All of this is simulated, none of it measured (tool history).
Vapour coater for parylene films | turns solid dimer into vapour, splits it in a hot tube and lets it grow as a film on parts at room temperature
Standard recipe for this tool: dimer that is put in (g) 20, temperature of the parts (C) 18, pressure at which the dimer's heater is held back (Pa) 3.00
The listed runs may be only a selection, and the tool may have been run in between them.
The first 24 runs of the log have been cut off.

| run | day | dimer that is put in (g) | temperature of the parts (C) | pressure at which the dimer's heater is held back (Pa) | thickness of the film (um) |
|---|---|---|---|---|---|
| 25 | 15.925 | 20 | 18 | 2.05 | 5.28 |
| 26 | 16.392 | 20 | 18 | 2.05 | 5.36 |
| 27 | 17.133 | 8 | 28 | 2.37 | 1.31 |
| 28 | 17.938 | 19 | 20 | 9.17 | 3.44 |
| 29 | 18.421 | 23 | 28 | 3.56 | 3.50 |
| 30 | 18.896 | 9 | 12 | 3.00 | 2.90 |
| 31 | 19.362 | 17 | 12 | 4.66 | 5.03 |
| 32 | 19.912 | 17 | 12 | 4.66 | 4.98 |
| 33 | 20.842 | 17 | 17 | 2.44 | 4.51 |
| 34 | 21.312 | 17 | 14 | 8.01 | 4.10 |
| 35 | 21.892 | 20 | 25 | 2.78 | 3.61 |
| 36 | 22.688 | 20 | 25 | 2.78 | 3.60 |
| 37 | 23.304 | 29 | 23 | 2.78 | 5.77 |
| 38 | 24.121 | 29 | 23 | 2.78 | 5.69 |
| 39 | 24.704 | 29 | 23 | 2.78 | 5.66 |

What if the next run were any one of these 3? Each begins from the tool's condition after run 39:
| A | 25.438 | 20 | 18 | 5.99 | ? |
| B | 25.438 | 10 | 23 | 2.78 | ? |
| C | 25.438 | 17 | 23 | 7.04 | ? |

| run | thickness of the film (um) |
|---|---|
| A | 4.18 |
| B | 1.94 |
| C | 2.78 |
With the hidden condition removed and each run's random variation left untouched, the same runs would have given:
| run | thickness of the film (um) |
|---|---|
| A | 4.37 |
| B | 2.04 |
| C | 2.91 |
